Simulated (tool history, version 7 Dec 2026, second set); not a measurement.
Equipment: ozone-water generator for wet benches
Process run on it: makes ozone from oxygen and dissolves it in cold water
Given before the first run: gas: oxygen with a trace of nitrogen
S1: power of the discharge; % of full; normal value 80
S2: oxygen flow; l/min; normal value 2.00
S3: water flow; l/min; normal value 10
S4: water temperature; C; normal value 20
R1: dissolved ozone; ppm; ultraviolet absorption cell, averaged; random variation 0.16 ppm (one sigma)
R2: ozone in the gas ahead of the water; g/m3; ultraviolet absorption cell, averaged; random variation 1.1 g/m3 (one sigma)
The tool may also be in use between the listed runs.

run 1 hour=0.0 | S1=80 S2=2.00 S3=10 S4=20 | R1=20.8 R2=203.3
run 2 hour=16.0 | S1=80 S2=2.00 S3=10 S4=20 | R1=20.3 R2=204.4
run 3 hour=39.3 | S1=80 S2=2.00 S3=10 S4=20 | R1=20.2 R2=206.8
run 4 hour=68.0 | S1=80 S2=2.00 S3=10 S4=20 | R1=20.5 R2=206.5
run 5 hour=88.5 | S1=80 S2=2.00 S3=10 S4=20 | R1=20.6 R2=205.7
run 6 hour=117.6 | S1=80 S2=2.00 S3=7 S4=20 | R1=27.4 R2=206.8
run 7 hour=136.6 | S1=80 S2=2.00 S3=7 S4=20 | R1=27.0 R2=206.6
run 8 hour=154.4 | S1=80 S2=2.00 S3=7 S4=20 | R1=27.2 R2=207.5
run 9 hour=178.5 | S1=80 S2=2.00 S3=7 S4=20 | R1=26.9 R2=206.9
run 10 hour=206.9 | S1=80 S2=2.00 S3=10 S4=20 | R1=20.7 R2=206.6
run 11 hour=221.0 | S1=80 S2=2.00 S3=10 S4=20 | R1=20.4 R2=206.2
run 12 hour=240.0 | S1=80 S2=2.00 S3=10 S4=20 | R1=20.6 R2=208.9
run 13 hour=258.1 | S1=66 S2=2.00 S3=10 S4=20 | R1=17.8 R2=179.8
run 14 hour=274.9 | S1=55 S2=2.00 S3=10 S4=20 | R1=15.6 R2=159.8
run 15 hour=303.9 | S1=55 S2=2.00 S3=10 S4=20 | R1=15.7 R2=159.0
run 16 hour=335.3 | S1=80 S2=2.00 S3=14 S4=20 | R1=14.9 R2=206.9
run 17 hour=358.1 | S1=83 S2=2.00 S3=10 S4=22 | R1=20.5 R2=214.5
run 18 hour=384.5 | S1=65 S2=1.03 S3=10 S4=20 | R1=17.9 R2=285.0
run 19 hour=410.1 | S1=47 S2=2.05 S3=11 S4=14 | R1=13.6 R2=141.0
run 20 hour=428.6 | S1=47 S2=2.05 S3=11 S4=14 | R1=13.8 R2=140.2
run 21 hour=462.5 | S1=47 S2=2.05 S3=11 S4=14 | R1=13.8 R2=140.3
run 22 hour=487.5 | S1=50 S2=1.59 S3=6 S4=13 | R1=25.0 R2=174.0
run 23 hour=507.8 | S1=86 S2=2.85 S3=9 S4=13 | R1=24.9 R2=173.1
run 24 hour=536.1 | S1=58 S2=1.21 S3=12 S4=13 | R1=14.7 R2=235.7
run 25 hour=552.5 | S1=55 S2=1.21 S3=6 S4=12 | R1=27.5 R2=226.8
run 26 hour=570.9 | S1=80 S2=2.00 S3=10 S4=13 | R1=22.5 R2=210.5
run 27 hour=593.3 | S1=40 S2=2.00 S3=10 S4=16 | R1=12.7 R2=128.1
run 28 hour=626.6 | S1=97 S2=2.00 S3=7 S4=16 | R1=33.4 R2=241.5
run 29 hour=643.1 | S1=97 S2=2.00 S3=7 S4=16 | R1=33.1 R2=241.7
run 30 hour=672.5 | S1=97 S2=2.00 S3=14 S4=23 | R1=16.7 R2=241.5
run 31 hour=694.5 | S1=42 S2=2.00 S3=15 S4=13 | R1=9.3 R2=133.1
run 32 hour=726.6 | S1=80 S2=3.33 S3=10 S4=12 | R1=21.4 R2=147.5

Pick out some run-to-run changes in R2. Of each, how much would a tool without hidden state show as well, from the settings, what came in and chance, and how much is left for the hidden state and any gauge scatter not in both results compared?
The hidden state here: yield of the discharge, % of new electrodes'; contactor's efficiency, % of a clean one's; true water temperature over the reading, C; drift of the gauge itself on ozone_ppm, %; drift of the gauge itself on gas_g_m3, %.
Run 18 -> 19: S1 65 -> 47, S2 1.03 -> 2.05, S3 10 -> 11, S4 20 -> 14. R2 -144.0 g/m3: hidden state -1.7, all else -142.3.
Run 27 -> 28: S1 40 -> 97, S3 10 -> 7. R2 +113.4 g/m3: hidden state +2.5, all else +110.9.
Run 30 -> 31: S1 97 -> 42, S3 14 -> 15, S4 23 -> 13. R2 -108.4 g/m3: hidden state -2.3, all else -106.1.
